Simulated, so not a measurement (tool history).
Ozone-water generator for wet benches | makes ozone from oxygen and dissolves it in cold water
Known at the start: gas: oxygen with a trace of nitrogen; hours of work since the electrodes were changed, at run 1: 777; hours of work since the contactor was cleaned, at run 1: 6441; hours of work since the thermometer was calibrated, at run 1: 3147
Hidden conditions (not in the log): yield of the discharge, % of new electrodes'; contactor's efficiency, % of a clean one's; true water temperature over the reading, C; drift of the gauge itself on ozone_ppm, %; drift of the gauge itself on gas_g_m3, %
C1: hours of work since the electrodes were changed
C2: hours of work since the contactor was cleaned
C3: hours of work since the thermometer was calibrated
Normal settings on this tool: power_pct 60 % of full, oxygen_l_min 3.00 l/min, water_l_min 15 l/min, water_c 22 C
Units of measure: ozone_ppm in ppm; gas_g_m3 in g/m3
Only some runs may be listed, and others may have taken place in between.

run 1 hour=0.0 | power_pct=60 oxygen_l_min=3.00 water_l_min=15 water_c=22 | C1=777 C2=6441 C3=3147 | ozone_ppm=10.3 gas_g_m3=148.6
run 2 hour=28.7 | power_pct=60 oxygen_l_min=3.00 water_l_min=15 water_c=22 | C1=794 C2=6459 C3=3165 | ozone_ppm=10.2 gas_g_m3=151.1
run 3 hour=50.6 | power_pct=60 oxygen_l_min=3.00 water_l_min=15 water_c=22 | C1=808 C2=6472 C3=3178 | ozone_ppm=10.2 gas_g_m3=148.8
run 4 hour=67.6 | power_pct=60 oxygen_l_min=3.00 water_l_min=15 water_c=22 | C1=818 C2=6483 C3=3189 | ozone_ppm=10.3 gas_g_m3=149.7
run 5 hour=93.7 | power_pct=60 oxygen_l_min=3.00 water_l_min=15 water_c=22 | C1=834 C2=6499 C3=3205 | ozone_ppm=10.6 gas_g_m3=147.0
run 6 hour=119.4 | power_pct=60 oxygen_l_min=3.00 water_l_min=15 water_c=22 | C1=850 C2=6515 C3=3220 | ozone_ppm=10.6 gas_g_m3=149.5
run 7 hour=141.9 | power_pct=60 oxygen_l_min=3.00 water_l_min=15 water_c=22 | C1=864 C2=6529 C3=3234 | ozone_ppm=10.2 gas_g_m3=148.9
run 8 hour=173.1 | power_pct=67 oxygen_l_min=3.00 water_l_min=15 water_c=22 | C1=883 C2=6548 C3=3253 | ozone_ppm=11.1 gas_g_m3=160.2
run 9 hour=193.2 | power_pct=67 oxygen_l_min=3.00 water_l_min=15 water_c=22 | C1=895 C2=6560 C3=3266 | ozone_ppm=11.0 gas_g_m3=160.6
run 10 hour=207.4 | power_pct=67 oxygen_l_min=3.00 water_l_min=15 water_c=22 | C1=904 C2=6569 C3=3275 | ozone_ppm=11.4 gas_g_m3=160.0
run 11 hour=226.1 | power_pct=67 oxygen_l_min=3.00 water_l_min=15 water_c=22 | C1=916 C2=6580 C3=3286 | ozone_ppm=11.2 gas_g_m3=158.4
run 12 hour=247.6 | power_pct=95 oxygen_l_min=3.00 water_l_min=15 water_c=22 | C1=929 C2=6594 C3=3299 | ozone_ppm=13.8 gas_g_m3=198.6
run 13 hour=276.0 | power_pct=60 oxygen_l_min=3.00 water_l_min=15 water_c=22 | C1=946 C2=6611 C3=3317 | ozone_ppm=10.2 gas_g_m3=148.1
run 14 hour=298.1 | power_pct=60 oxygen_l_min=3.00 water_l_min=15 water_c=22 | C1=960 C2=6625 C3=3330 | ozone_ppm=10.5 gas_g_m3=149.9
run 15 hour=324.6 | power_pct=43 oxygen_l_min=3.00 water_l_min=15 water_c=22 | C1=976 C2=6641 C3=3347 | ozone_ppm=8.5 gas_g_m3=122.5
run 16 hour=355.2 | power_pct=43 oxygen_l_min=3.00 water_l_min=15 water_c=22 | C1=995 C2=6660 C3=3365 | ozone_ppm=8.3 gas_g_m3=120.8
run 17 hour=374.3 | power_pct=43 oxygen_l_min=5.04 water_l_min=19 water_c=18 | C1=1007 C2=6671 C3=3377 | ozone_ppm=6.8 gas_g_m3=85.5
run 18 hour=393.6 | power_pct=60 oxygen_l_min=3.00 water_l_min=13 water_c=25 | C1=1018 C2=6683 C3=3389 | ozone_ppm=11.3 gas_g_m3=149.6
run 19 hour=416.9 | power_pct=65 oxygen_l_min=2.04 water_l_min=13 water_c=25 | C1=1033 C2=6698 C3=3403 | ozone_ppm=12.1 gas_g_m3=199.4
run 20 hour=436.3 | power_pct=78 oxygen_l_min=3.96 water_l_min=15 water_c=22 | C1=1045 C2=6710 C3=3415 | ozone_ppm=11.8 gas_g_m3=148.1
run 21 hour=452.0 | power_pct=94 oxygen_l_min=3.96 water_l_min=20 water_c=27 | C1=1054 C2=6719 C3=3425 | ozone_ppm=9.6 gas_g_m3=163.2
run 22 hour=483.2 | power_pct=81 oxygen_l_min=3.00 water_l_min=23 water_c=22 | C1=1073 C2=6738 C3=3444 | ozone_ppm=8.3 gas_g_m3=179.0
run 23 hour=497.2 | power_pct=45 oxygen_l_min=2.59 water_l_min=9 water_c=15 | C1=1082 C2=6747 C3=3453 | ozone_ppm=14.9 gas_g_m3=135.2
run 24 hour=524.6 | power_pct=45 oxygen_l_min=2.59 water_l_min=9 water_c=15 | C1=1099 C2=6764 C3=3469 | ozone_ppm=14.9 gas_g_m3=136.2
run 25 hour=537.9 | power_pct=45 oxygen_l_min=2.59 water_l_min=9 water_c=15 | C1=1107 C2=6772 C3=3478 | ozone_ppm=15.3 gas_g_m3=137.2
run 26 hour=552.8 | power_pct=44 oxygen_l_min=2.87 water_l_min=21 water_c=22 | C1=1116 C2=6781 C3=3487 | ozone_ppm=6.3 gas_g_m3=126.0
run 27 hour=566.7 | power_pct=46 oxygen_l_min=2.31 water_l_min=23 water_c=26 | C1=1125 C2=6790 C3=3495 | ozone_ppm=5.4 gas_g_m3=149.2
run 28 hour=586.4 | power_pct=80 oxygen_l_min=2.67 water_l_min=15 water_c=30 | C1=1137 C2=6802 C3=3507 | ozone_ppm=11.0 gas_g_m3=192.7
run 29 hour=608.4 | power_pct=88 oxygen_l_min=4.07 water_l_min=15 water_c=22 | C1=1150 C2=6815 C3=3521 | ozone_ppm=12.9 gas_g_m3=154.4
run 30 hour=624.0 | power_pct=85 oxygen_l_min=4.07 water_l_min=12 water_c=22 | C1=1160 C2=6825 C3=3531 | ozone_ppm=14.8 gas_g_m3=150.3
run 31 hour=639.5 | power_pct=43 oxygen_l_min=4.98 water_l_min=10 water_c=22 | C1=1170 C2=6834 C3=3540 | ozone_ppm=10.4 gas_g_m3=85.8
run 32 hour=668.9 | power_pct=43 oxygen_l_min=4.98 water_l_min=10 water_c=22 | C1=1188 C2=6852 C3=3558 | ozone_ppm=10.4 gas_g_m3=86.8

Consider 3 possible next runs. They are alternatives, not a sequence: every one starts from the tool as it was left by run 32. What does each give?
run A hour=688.8 | power_pct=65 oxygen_l_min=4.98 water_l_min=11 water_c=22 | C1=1200 C2=6865 C3=3570 | ozone_ppm=? gas_g_m3=?
run B hour=688.8 | power_pct=60 oxygen_l_min=2.79 water_l_min=15 water_c=22 | C1=1200 C2=6865 C3=3570 | ozone_ppm=? gas_g_m3=?
run C hour=688.8 | power_pct=60 oxygen_l_min=4.60 water_l_min=10 water_c=24 | C1=1200 C2=6865 C3=3570 | ozone_ppm=? gas_g_m3=?

run=A ozone_ppm=13.1 gas_g_m3=111.8
run=B ozone_ppm=10.4 gas_g_m3=156.1
run=C ozone_ppm=12.7 gas_g_m3=112.3
Had the tool no hidden state, the same runs would have come out as:
run=A ozone_ppm=13.8 gas_g_m3=113.5
run=B ozone_ppm=11.0 gas_g_m3=158.4
run=C ozone_ppm=13.4 gas_g_m3=113.8
